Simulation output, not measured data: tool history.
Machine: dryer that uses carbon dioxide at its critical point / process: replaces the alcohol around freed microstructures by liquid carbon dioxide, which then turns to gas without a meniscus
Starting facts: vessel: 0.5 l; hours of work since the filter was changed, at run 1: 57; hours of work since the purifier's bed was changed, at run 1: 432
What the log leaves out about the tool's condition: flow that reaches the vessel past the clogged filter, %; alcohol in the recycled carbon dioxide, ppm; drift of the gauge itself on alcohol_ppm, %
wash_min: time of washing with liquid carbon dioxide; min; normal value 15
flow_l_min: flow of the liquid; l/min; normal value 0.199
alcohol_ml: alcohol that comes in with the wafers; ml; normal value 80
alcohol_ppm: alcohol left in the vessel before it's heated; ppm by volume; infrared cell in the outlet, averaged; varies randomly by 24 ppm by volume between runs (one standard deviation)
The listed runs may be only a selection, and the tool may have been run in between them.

run    hour  wash_min  flow_l_min  alcohol_ml  hours of work since the filter was changed  hours of work since the purifier's bed was changed  alcohol_ppm
  1       0        15       0.199          80                                          57                                                 432         1917
  2    32.4        15       0.199          80                                          67                                                 442         2004
  3    72.8        15       0.199          80                                          79                                                 455         2033
  4   108.3        15       0.199          80                                          90                                                 466         2020
  5   128.1        15       0.199          80                                          96                                                 472         2185
  6   149.3        15       0.199          80                                         103                                                 478         2143
  7   190.2        15       0.199          80                                         115                                                 491         2187
  8   218.4        15       0.199          80                                         124                                                 499         2260
  9   241.3        20       0.199          80                                         131                                                 506          673
 10   280.7        20       0.199          80                                         143                                                 519          718
        316  -- inlet filter changed
 11   320.8        20       0.199          80                                           1                                                 531          558
 12   347.2        20       0.199          80                                          10                                                 539          562
 13     380        20       0.199          80                                          20                                                 549          596
 14   415.8        20       0.199          80                                          31                                                 560          625
 15     433        20       0.199          80                                          36                                                 565          593
 16   462.2        20       0.199          80                                          45                                                 574          634
 17   494.4        20       0.199          80                                          55                                                 584          628
 18   516.8        22       0.199          80                                          62                                                 591          471
 19   548.4        22       0.199          80                                          71                                                 600          474
 20   587.8        22       0.199          80                                          83                                                 612          511
 21   617.6        22       0.199          80                                          93                                                 622          500
 22   645.7        22       0.199          80                                         101                                                 630          495
 23   684.3        22       0.199          80                                         113                                                 642          518
 24   712.4        22       0.199          80                                         122                                                 651          526
 25   747.3        22       0.199          80                                         132                                                 661          541
 26   768.9        10       0.305          70                                         139                                                 668         2096
 27   794.4        10       0.305          46                                         147                                                 676         1469
 28   813.6        10       0.305          46                                         153                                                 682         1456
      818.1  -- inlet filter changed
 29   846.8        11       0.305          46                                           9                                                 692          840
 30   872.7        11       0.305          46                                          17                                                 700          851
 31   895.2        11       0.305          46                                          24                                                 706          860
      902.8  -- purifier's bed changed
 32   938.7        10       0.228          29                                          36                                                  11         1842
 33   956.7        16         0.2          29                                          42                                                  17          468
 34     998        21         0.2          29                                          54                                                  29          121
 35  1027.2        15        0.18          22                                          63                                                  38          752
 36  1058.4        11       0.199          38                                          73                                                  48         2885
 37  1099.1        11       0.199          38                                          85                                                  60         2923
 38  1125.9        14       0.166          69                                          94                                                  68         4427
 39  1159.5         9        0.29          80                                         104                                                  79         3684
 40  1182.3         9        0.29          80                                         111                                                  86         3649
 41  1207.2         9        0.29          80                                         118                                                  93         3684
 42  1229.5        15       0.248          25                                         125                                                 100          278
 43  1266.1        15       0.248          25                                         137                                                 111          274
 44    1297        15       0.248          25                                         146                                                 121          299

Alternative continuations, all from the tool just after run 44; predict every row:
  A  1318.8        19       0.132          80                                         153                                                 128            ?
  B  1318.8         9       0.295          57                                         153                                                 128            ?
  C  1318.8        12       0.199          80                                         153                                                 128            ?
  D  1318.8         9       0.243          23                                         153                                                 128            ?
  E  1318.8        12       0.177          25                                         153                                                 128            ?

run  alcohol_ppm
  A         4070
  B         2676
  C         5372
  D         2071
  E         2343
Take away the tool's hidden state, keep each run's random variation, and the runs would have read:
run  alcohol_ppm
  A         3028
  B         1961
  C         4076
  D         1584
  E         1806
